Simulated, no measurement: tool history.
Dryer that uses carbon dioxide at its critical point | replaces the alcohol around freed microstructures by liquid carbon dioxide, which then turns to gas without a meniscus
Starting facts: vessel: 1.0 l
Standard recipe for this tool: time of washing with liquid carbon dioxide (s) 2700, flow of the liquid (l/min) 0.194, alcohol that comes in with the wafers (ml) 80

| run | hour | time of washing with liquid carbon dioxide (s) | flow of the liquid (l/min) | alcohol that comes in with the wafers (ml) | alcohol left in the vessel before it's heated (ppm by volume) |
|---|---|---|---|---|---|
| 1 | 0 | 2700 | 0.194 | 80 | 69 |
| 2 | 13.4 | 2700 | 0.194 | 80 | 69 |
| 3 | 26.7 | 3180 | 0.194 | 80 | 36 |
| 4 | 40.8 | 2700 | 0.194 | 80 | 76 |
| 5 | 50.7 | 2700 | 0.194 | 80 | 70 |
| 6 | 67.3 | 2700 | 0.194 | 80 | 73 |
| 7 | 79.8 | 2700 | 0.194 | 80 | 70 |
| 8 | 95.3 | 2700 | 0.194 | 80 | 71 |
| 9 | 110.5 | 2700 | 0.161 | 80 | 207 |
| 10 | 121 | 2700 | 0.161 | 80 | 206 |
| 11 | 131.8 | 2700 | 0.161 | 80 | 214 |
| 12 | 142 | 2220 | 0.194 | 80 | 229 |
| 13 | 155.8 | 2700 | 0.187 | 80 | 98 |
| 14 | 169.9 | 2700 | 0.125 | 80 | 795 |
| 15 | 186 | 2700 | 0.125 | 80 | 810 |
| 16 | 201.5 | 3720 | 0.135 | 48 | 81 |
| 17 | 216.9 | 2700 | 0.176 | 116 | 202 |
| 18 | 227.8 | 2520 | 0.212 | 116 | 112 |
| 19 | 239.1 | 2520 | 0.263 | 116 | 38 |
| 20 | 247.5 | 1800 | 0.211 | 31 | 198 |
| 21 | 263 | 3000 | 0.19 | 80 | 66 |
| 22 | 276.1 | 1680 | 0.178 | 82 | 1424 |
| 23 | 285 | 1680 | 0.178 | 82 | 1448 |
| 24 | 294.6 | 3660 | 0.194 | 80 | 47 |
| 25 | 310.4 | 3540 | 0.134 | 22 | 82 |
| 26 | 324.1 | 2160 | 0.134 | 99 | 2199 |
| 27 | 339.9 | 2160 | 0.134 | 99 | 2203 |
| 28 | 353.3 | 1800 | 0.306 | 80 | 86 |
| 29 | 362.5 | 4260 | 0.194 | 27 | 31 |

5 ways to go on from here, each from the tool as it stands after run 29. What would each give?
| A | 377.2 | 4140 | 0.194 | 27 | ? |
| B | 377.2 | 3120 | 0.194 | 80 | ? |
| C | 377.2 | 3000 | 0.14 | 89 | ? |
| D | 377.2 | 3540 | 0.25 | 66 | ? |
| E | 377.2 | 2700 | 0.137 | 80 | ? |

| run | alcohol left in the vessel before it's heated (ppm by volume) |
|---|---|
| A | 37 |
| B | 65 |
| C | 407 |
| D | 48 |
| E | 670 |
Had the tool no hidden state, the same runs would have come out as:
| run | alcohol left in the vessel before it's heated (ppm by volume) |
|---|---|
| A | 0 |
| B | 9 |
| C | 184 |
| D | 7 |
| E | 338 |

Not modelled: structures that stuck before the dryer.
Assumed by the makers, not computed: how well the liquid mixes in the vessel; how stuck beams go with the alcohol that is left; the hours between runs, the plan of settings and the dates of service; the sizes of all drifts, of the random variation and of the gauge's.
